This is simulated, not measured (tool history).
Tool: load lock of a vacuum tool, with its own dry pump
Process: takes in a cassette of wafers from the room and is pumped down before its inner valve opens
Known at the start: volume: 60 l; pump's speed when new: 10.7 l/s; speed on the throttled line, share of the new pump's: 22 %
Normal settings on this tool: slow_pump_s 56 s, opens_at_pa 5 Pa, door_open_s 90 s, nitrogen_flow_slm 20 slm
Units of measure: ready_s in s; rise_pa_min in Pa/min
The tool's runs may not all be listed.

run,hour,slow_pump_s,opens_at_pa,door_open_s,nitrogen_flow_slm,"incoming humidity of the room's air, %",ready_s,rise_pa_min
1,0,56,5,90,20,45,105.9,0.131
2,381.8,56,5,90,6,41.9,105.3,0.146
3,977.3,81,5,90,20,47.2,124.7,0.156
4,1447.2,81,5,90,20,47.2,124.7,0.161
5,1811.1,81,5,90,20,41.9,125.4,0.168
6,2352.5,81,5,90,20,43.9,125.5,0.183
7,2718.1,81,5,90,20,45,126.1,0.188
# hour 2997: door's seal changed, seat wiped
8,2997,81,5,90,20,42.2,127.1,0.03
9,3480.1,81,5,90,20,47.4,126.9,0.035
10,4105.6,56,5,90,20,43,108.6,0.03
11,4588.3,56,5,90,20,46.9,109.5,0.039
12,5247.4,56,5,90,20,46.3,108.1,0.041
# hour 5779.8: dry pump taken out, an overhauled one fitted
13,5813.9,56,5,90,20,43.8,101.5,0.048
14,6313.9,91,5,90,20,48,129.9,0.052
15,6931.9,74,6,90,34,46.1,113.8,0.052
16,7579,35,5,203,20,47.7,86,0.082
17,7965.7,35,5,203,20,42.9,86.6,0.079
18,8357.8,35,5,203,20,43.2,87.5,0.081
19,8975.6,42,6,90,20,42.3,90.9,0.077
20,9585.7,42,6,90,16,41.9,91.5,0.088
21,10128.8,96,6,90,16,45.9,133.3,0.107
22,10481.4,49,6,26,8,45,97.2,0.097
23,11022.7,108,5,79,20,44,146.1,0.111
24,11618.8,92,5,90,7,44,132.4,0.133
25,11924.8,41,8,42,45,45.9,91.7,0.119
26,12470.6,56,4,90,9,44.3,107.3,0.153
27,13066.9,56,4,90,9,45.3,107.9,0.154

Here are 3 independent what-if runs from the current tool condition. What would each one return?
A,13578.4,56,5,199,9,42.8,?,?
B,13578.4,38,9,115,20,38.7,?,?
C,13578.4,56,9,108,5,41.6,?,?

run,ready_s,rise_pa_min
A,106.9,0.181
B,89,0.164
C,102.1,0.177
With the hidden condition removed and each run's random variation left untouched, the same runs would have given:
run,ready_s,rise_pa_min
A,100.8,0.046
B,83,0.029
C,96.5,0.041
